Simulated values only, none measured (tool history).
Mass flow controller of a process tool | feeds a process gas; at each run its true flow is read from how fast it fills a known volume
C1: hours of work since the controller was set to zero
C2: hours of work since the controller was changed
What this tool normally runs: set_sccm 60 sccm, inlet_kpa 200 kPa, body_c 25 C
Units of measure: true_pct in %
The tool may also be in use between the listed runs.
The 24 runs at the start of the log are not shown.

Run 25, day 310.625: usual settings but set_sccm 16 sccm, inlet_kpa 271 kPa, body_c 34 C; C1 955; C2 5200. Result: true_pct 92.81 %.
Run 26, day 324.992: usual settings but set_sccm 16 sccm, inlet_kpa 271 kPa, body_c 34 C; C1 1109; C2 5355. Result: true_pct 92.49 %.
Run 27, day 343.621: usual settings but set_sccm 29 sccm, inlet_kpa 188 kPa, body_c 36 C; C1 1310; C2 5555. Result: true_pct 93.13 %.
Run 28, day 355.900: usual settings but set_sccm 33 sccm, inlet_kpa 154 kPa, body_c 20 C; C1 1442; C2 5687. Result: true_pct 94.22 %.
Run 29, day 370.062: usual settings but set_sccm 11 sccm, inlet_kpa 165 kPa; C1 1594; C2 5839. Result: true_pct 90.38 %.
Run 30, day 378.454: usual settings but set_sccm 17 sccm, inlet_kpa 224 kPa, body_c 23 C; C1 1684; C2 5929. Result: true_pct 92.12 %.
Run 31, day 392.771: usual settings but set_sccm 49 sccm, inlet_kpa 224 kPa, body_c 30 C; C1 1838; C2 6083. Result: true_pct 94.01 %.
Run 32, day 410.642: usual settings but set_sccm 49 sccm, inlet_kpa 224 kPa, body_c 30 C; C1 2030; C2 6275. Result: true_pct 93.92 %.
Run 33, day 429.154: usual settings but set_sccm 17 sccm, inlet_kpa 224 kPa, body_c 29 C; C1 2229; C2 6474. Result: true_pct 90.73 %.
Run 34, day 438.417: usual settings but set_sccm 33 sccm, inlet_kpa 165 kPa; C1 2329; C2 6574. Result: true_pct 92.65 %.
Run 35, day 453.621: usual settings but set_sccm 33 sccm, inlet_kpa 165 kPa; C1 2492; C2 6737. Result: true_pct 92.31 %.
Run 36, day 469.671: usual settings but set_sccm 65 sccm, body_c 21 C; C1 2665; C2 6910. Result: true_pct 94.37 %.
Run 37, day 486.646: usual settings but set_sccm 66 sccm, inlet_kpa 262 kPa, body_c 38 C; C1 2847; C2 7092. Result: true_pct 93.44 %.
Run 38, day 499.271: usual settings but set_sccm 36 sccm, inlet_kpa 189 kPa, body_c 26 C; C1 2983; C2 7228. Result: true_pct 92.23 %.
At day 508.179: controller exchanged for a calibrated one.
Run 39, day 517.596: usual settings but set_sccm 15 sccm, inlet_kpa 187 kPa; C1 101; C2 101. Result: true_pct 97.33 %.
Run 40, day 534.229: usual settings but set_sccm 21 sccm, inlet_kpa 272 kPa, body_c 23 C; C1 280; C2 280. Result: true_pct 97.79 %.
Run 41, day 544.212: usual settings but set_sccm 20 sccm, inlet_kpa 141 kPa, body_c 23 C; C1 387; C2 387. Result: true_pct 97.03 %.
Run 42, day 555.192: usual settings but set_sccm 61 sccm, inlet_kpa 214 kPa, body_c 22 C; C1 505; C2 505. Result: true_pct 98.68 %.
Run 43, day 570.829: usual settings but set_sccm 75 sccm, inlet_kpa 162 kPa, body_c 21 C; C1 673; C2 673. Result: true_pct 98.94 %.
Run 44, day 583.875: usual settings but body_c 22 C; C1 814; C2 814. Result: true_pct 98.21 %.
Run 45, day 594.733: usual settings but body_c 22 C; C1 930; C2 930. Result: true_pct 98.14 %.
Run 46, day 605.992: usual settings but set_sccm 21 sccm, inlet_kpa 231 kPa, body_c 34 C; C1 1051; C2 1051. Result: true_pct 95.61 %.

Below are 5 alternative next runs, each starting from the tool's condition after run 46. Predict each:
Run A, day 615.754: usual settings but set_sccm 33 sccm, inlet_kpa 195 kPa, body_c 28 C; C1 1156; C2 1156. Result: true_pct ?.
Run B, day 615.754: usual settings but set_sccm 86 sccm, inlet_kpa 206 kPa, body_c 33 C; C1 1156; C2 1156. Result: true_pct ?.
Run C, day 615.754: usual settings but set_sccm 21 sccm, inlet_kpa 157 kPa, body_c 34 C; C1 1156; C2 1156. Result: true_pct ?.
Run D, day 615.754: usual settings but body_c 29 C; C1 1156; C2 1156. Result: true_pct ?.
Run E, day 615.754: usual settings but set_sccm 87 sccm, inlet_kpa 203 kPa, body_c 23 C; C1 1156; C2 1156. Result: true_pct ?.

run  true_pct
  A     96.49
  B     98.00
  C     95.26
  D     97.55
  E     98.62
Stripped of hidden state, with their random variation kept, the same runs would have yielded:
run  true_pct
  A     98.21
  B     99.13
  C     97.55
  D     98.83
  E     99.74
